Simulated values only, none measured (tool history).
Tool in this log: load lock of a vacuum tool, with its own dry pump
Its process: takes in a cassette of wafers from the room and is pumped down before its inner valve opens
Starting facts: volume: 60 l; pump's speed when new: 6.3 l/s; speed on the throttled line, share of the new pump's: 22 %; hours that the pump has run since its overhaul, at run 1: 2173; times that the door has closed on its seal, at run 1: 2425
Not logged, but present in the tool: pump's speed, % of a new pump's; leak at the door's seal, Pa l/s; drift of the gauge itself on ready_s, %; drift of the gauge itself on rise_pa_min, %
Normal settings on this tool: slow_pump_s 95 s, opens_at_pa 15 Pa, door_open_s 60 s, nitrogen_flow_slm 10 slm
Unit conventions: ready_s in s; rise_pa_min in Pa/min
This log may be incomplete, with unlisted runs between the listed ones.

run	hour	slow_pump_s	opens_at_pa	door_open_s	nitrogen_flow_slm	hours that the pump has run since its overhaul	times that the door has closed on its seal	incoming humidity of the room's air, %	ready_s	rise_pa_min
1	0	95	15	60	10	2173	2425	48	161.4	0.047
2	52.9	95	15	60	10	2226	2499	45.2	162.5	0.052
3	138.5	95	15	60	10	2311	2619	44.5	161.1	0.045
4	204	95	13	60	10	2377	2711	46.5	163.9	0.049
5	275.1	95	15	58	10	2448	2811	44.3	162.9	0.054
6	366	95	15	58	10	2539	2938	47.9	163.1	0.05
7	405.3	95	15	58	10	2578	2993	44.3	164.6	0.048
8	467.9	95	15	60	5	2641	3081	45.6	162.7	0.061
9	506.3	95	15	60	5	2679	3135	42.4	162	0.061
10	548	95	15	60	5	2721	3193	48	165.3	0.065
11	633.7	95	15	188	10	2807	3313	45.4	163.3	0.076
12	700	95	15	47	10	2873	3406	43	163.6	0.037
13	773.5	95	15	60	10	2946	3509	41.5	163.5	0.046
14	833	95	15	60	10	3006	3593	46.3	162.8	0.053
15	889.3	95	15	60	10	3062	3671	42.7	164.2	0.047
16	955.6	95	15	25	10	3128	3764	44.2	163.6	0.032
17	1020.2	95	15	60	10	3193	3855	42.7	165.3	0.051
18	1101.3	95	15	60	10	3274	3969	46.8	167	0.054
19	1151.6	95	11	60	10	3324	4039	46.1	168.6	0.052
20	1217.3	95	11	60	10	3390	4131	44.6	167	0.051
21	1305	95	10	60	10	3478	4254	44.8	168.9	0.049
22	1384.1	95	11	60	10	3557	4365	47.3	168	0.055
23	1473.5	95	15	121	8	3646	4490	47	164.1	0.076
24	1511.5	95	15	121	8	3684	4544	45.3	165.2	0.078
25	1602.9	95	15	79	8	3776	4672	44.8	165.1	0.065
26	1674.3	95	15	79	8	3847	4772	45.3	165.9	0.063
27	1751.2	95	15	79	8	3924	4880	44.6	165	0.06
28	1799	95	15	132	8	3972	4947	44.1	167.6	0.074
29	1860.3	95	15	122	8	4033	5032	45.6	166.5	0.077
30	1899.1	59	13	168	11	4072	5087	44.3	139.4	0.079
31	1944.1	59	13	168	11	4117	5150	44.9	140.4	0.076
32	2012.8	59	21	165	11	4186	5246	43.2	135.4	0.077
33	2082.7	95	28	60	15	4256	5344	43.5	158.6	0.047
34	2119.8	88	15	60	36	4293	5396	44	161.5	0.034
35	2189.5	128	16	157	10	4362	5494	43.9	189.2	0.077
36	2266.2	129	12	89	10	4439	5601	47.2	194.6	0.065
37	2304.8	95	20	60	10	4478	5655	45.1	162.3	0.051
38	2373.1	95	20	60	10	4546	5751	47.6	164.9	0.057

Forecast each of these 3 alternatives for the next run:
A	2461.2	95	15	79	10	4634	5875	43.4	?	?
B	2461.2	93	15	60	10	4634	5875	42.5	?	?
C	2461.2	95	15	193	10	4634	5875	45.2	?	?

run	ready_s	rise_pa_min
A	165.8	0.058
B	162.4	0.058
C	166.5	0.089
Had the tool no hidden state, the same runs would have come out as:
run	ready_s	rise_pa_min
A	158	0.043
B	154.8	0.042
C	158.6	0.073
